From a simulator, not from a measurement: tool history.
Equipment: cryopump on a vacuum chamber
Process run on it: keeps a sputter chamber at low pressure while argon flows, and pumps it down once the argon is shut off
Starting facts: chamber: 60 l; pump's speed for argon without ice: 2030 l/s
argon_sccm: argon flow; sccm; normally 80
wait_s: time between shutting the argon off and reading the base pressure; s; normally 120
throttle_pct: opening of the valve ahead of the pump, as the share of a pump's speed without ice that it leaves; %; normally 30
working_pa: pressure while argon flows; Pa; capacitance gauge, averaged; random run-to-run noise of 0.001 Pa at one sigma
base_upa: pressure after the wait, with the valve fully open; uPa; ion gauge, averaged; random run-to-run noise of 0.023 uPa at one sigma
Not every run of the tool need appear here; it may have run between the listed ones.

run	hour	argon_sccm	wait_s	throttle_pct	working_pa	base_upa
1	0.0	80	120	30	0.2228	0.96
2	36.9	80	32	30	0.2222	2.43
3	72.0	80	32	30	0.2239	2.53
4	114.3	135	120	30	0.3740	0.95
5	172.0	135	120	30	0.3737	1.00
6	205.0	80	216	30	0.2255	0.73
7	269.9	80	216	36	0.1875	0.75
8	331.3	80	198	46	0.1462	0.77
9	383.4	37	106	19	0.1635	1.07
10	417.3	64	21	19	0.2858	3.57
11	465.6	64	46	19	0.2826	1.92
12	496.0	54	33	47	0.0981	2.52
13	529.8	54	33	47	0.0984	2.49

Selected run-to-run steps in working_pa, each split into two signed amounts: the part the tool would show with no hidden state at all (from settings, incoming material and random variation), and the remainder, which goes to the hidden state together with any gauge scatter not common to the measured and the hidden-state-free results:
Unlogged tool condition in this case: pump's speed, % of a pump's without ice; cold plate's temperature, K; leak into the chamber, uPa l/s; drift of the gauge itself on working_pa, %; drift of the gauge itself on base_upa, %.
Run 8 -> 9: argon_sccm 80 -> 37, wait_s 198 -> 106, throttle_pct 46 -> 19. working_pa +0.0173 Pa: hidden state -0.0014, all else +0.0187.
Run 11 -> 12: argon_sccm 64 -> 54, wait_s 46 -> 33, throttle_pct 19 -> 47. working_pa -0.1845 Pa: hidden state -0.0003, all else -0.1842.
